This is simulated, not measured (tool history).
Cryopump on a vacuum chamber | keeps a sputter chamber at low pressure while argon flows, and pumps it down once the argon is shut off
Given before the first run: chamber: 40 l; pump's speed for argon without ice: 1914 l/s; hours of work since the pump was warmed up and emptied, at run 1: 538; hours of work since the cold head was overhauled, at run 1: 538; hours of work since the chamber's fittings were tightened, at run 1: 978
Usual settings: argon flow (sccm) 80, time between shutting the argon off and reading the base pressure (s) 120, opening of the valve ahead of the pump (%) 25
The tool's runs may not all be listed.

| run | day | argon flow (sccm) | time between shutting the argon off and reading the base pressure (s) | opening of the valve ahead of the pump (%) | hours of work since the pump was warmed up and emptied | hours of work since the cold head was overhauled | hours of work since the chamber's fittings were tightened | pressure while argon flows (Pa) | pressure after the wait (uPa) |
|---|---|---|---|---|---|---|---|---|---|
| 1 | 0.000 | 80 | 120 | 25 | 538 | 538 | 978 | 0.2960 | 0.95 |
| 2 | 0.738 | 80 | 120 | 25 | 551 | 551 | 991 | 0.2949 | 0.90 |
| 3 | 1.050 | 80 | 42 | 25 | 557 | 557 | 997 | 0.2938 | 1.60 |
| 4 | 1.538 | 80 | 225 | 25 | 565 | 565 | 1006 | 0.2953 | 0.79 |
| 5 | 2.179 | 80 | 120 | 25 | 577 | 577 | 1017 | 0.2976 | 0.94 |
| 6 | 2.800 | 80 | 120 | 25 | 588 | 588 | 1029 | 0.2956 | 0.95 |
| 7 | 3.162 | 80 | 120 | 25 | 595 | 595 | 1035 | 0.2964 | 0.90 |
| 8 | 3.492 | 80 | 120 | 25 | 601 | 601 | 1041 | 0.2976 | 0.92 |
| 9 | 4.121 | 80 | 120 | 25 | 612 | 612 | 1052 | 0.2975 | 0.93 |
| 10 | 4.433 | 80 | 120 | 25 | 618 | 618 | 1058 | 0.2980 | 0.96 |
| 11 | 4.738 | 80 | 120 | 25 | 623 | 623 | 1064 | 0.2998 | 0.95 |
| 12 | 5.354 | 80 | 120 | 25 | 634 | 634 | 1075 | 0.2971 | 1.00 |
| 13 | 5.750 | 33 | 120 | 25 | 641 | 641 | 1082 | 0.1232 | 0.95 |
| 14 | 6.254 | 33 | 120 | 25 | 650 | 650 | 1091 | 0.1226 | 0.99 |
| 15 | 6.700 | 80 | 120 | 22 | 659 | 659 | 1099 | 0.3384 | 0.95 |
| 16 | 7.275 | 73 | 120 | 25 | 669 | 669 | 1109 | 0.2705 | 0.95 |
| 17 | 7.600 | 80 | 120 | 35 | 675 | 675 | 1115 | 0.2202 | 0.99 |
| 18 | 8.358 | 74 | 204 | 29 | 688 | 688 | 1129 | 0.2410 | 0.84 |
| 19 | 8.738 | 74 | 204 | 29 | 695 | 695 | 1136 | 0.2427 | 0.88 |
| 20 | 9.088 | 74 | 204 | 29 | 702 | 702 | 1142 | 0.2403 | 0.88 |
| 21 | 9.500 | 74 | 204 | 29 | 709 | 709 | 1149 | 0.2443 | 0.87 |
| 22 | 9.883 | 74 | 204 | 29 | 716 | 716 | 1156 | 0.2414 | 0.84 |
| 23 | 10.588 | 80 | 24 | 52 | 729 | 729 | 1169 | 0.1536 | 2.41 |
| 24 | 11.325 | 80 | 33 | 52 | 742 | 742 | 1182 | 0.1530 | 1.89 |
| 25 | 12.050 | 80 | 113 | 23 | 755 | 755 | 1195 | 0.3249 | 1.06 |
| 26 | 12.750 | 41 | 24 | 56 | 768 | 768 | 1208 | 0.0743 | 2.43 |
| 27 | 13.458 | 80 | 194 | 25 | 780 | 780 | 1221 | 0.3028 | 0.92 |
| 28 | 13.846 | 57 | 187 | 25 | 787 | 787 | 1228 | 0.2186 | 0.94 |
| 29 | 14.300 | 57 | 187 | 25 | 795 | 795 | 1236 | 0.2152 | 0.94 |
| 30 | 14.750 | 57 | 187 | 25 | 804 | 804 | 1244 | 0.2162 | 0.91 |
| 31 | 15.183 | 57 | 30 | 45 | 811 | 811 | 1252 | 0.1262 | 2.10 |
| 32 | 15.612 | 57 | 30 | 23 | 819 | 819 | 1260 | 0.2337 | 2.18 |
| 33 | 16.000 | 57 | 30 | 23 | 826 | 826 | 1267 | 0.2338 | 2.13 |

Below, each run's measurement less what the same run would have read without the hidden state. Both values contain the same run-to-run variation, but the gauge's scatter may not be the same in both:
Unlogged tool condition in this case: pump's speed, % of a pump's without ice; cold plate's temperature, K; leak into the chamber, uPa l/s; drift of the gauge itself on working_pa, %; drift of the gauge itself on base_upa, %.
| run | pressure while argon flows (Pa) | pressure after the wait (uPa) |
|---|---|---|
| 1 | +0.0127 | +0.41 |
| 2 | +0.0130 | +0.42 |
| 3 | +0.0131 | +0.42 |
| 4 | +0.0134 | +0.42 |
| 5 | +0.0138 | +0.43 |
| 6 | +0.0140 | +0.44 |
| 7 | +0.0143 | +0.43 |
| 8 | +0.0144 | +0.42 |
| 9 | +0.0148 | +0.44 |
| 10 | +0.0150 | +0.46 |
| 11 | +0.0152 | +0.45 |
| 12 | +0.0153 | +0.47 |
| 13 | +0.0065 | +0.46 |
| 14 | +0.0065 | +0.48 |
| 15 | +0.0161 | +0.47 |
| 16 | +0.0149 | +0.47 |
| 17 | +0.0167 | +0.49 |
| 18 | +0.0157 | +0.48 |
| 19 | +0.0159 | +0.49 |
| 20 | +0.0160 | +0.50 |
| 21 | +0.0164 | +0.51 |
| 22 | +0.0164 | +0.51 |
| 23 | +0.0180 | +0.52 |
| 24 | +0.0185 | +0.52 |
| 25 | +0.0189 | +0.53 |
| 26 | +0.0099 | +0.54 |
| 27 | +0.0197 | +0.56 |
| 28 | +0.0144 | +0.54 |
| 29 | +0.0145 | +0.57 |
| 30 | +0.0146 | +0.56 |
| 31 | +0.0147 | +0.57 |
| 32 | +0.0149 | +0.58 |
| 33 | +0.0150 | +0.59 |
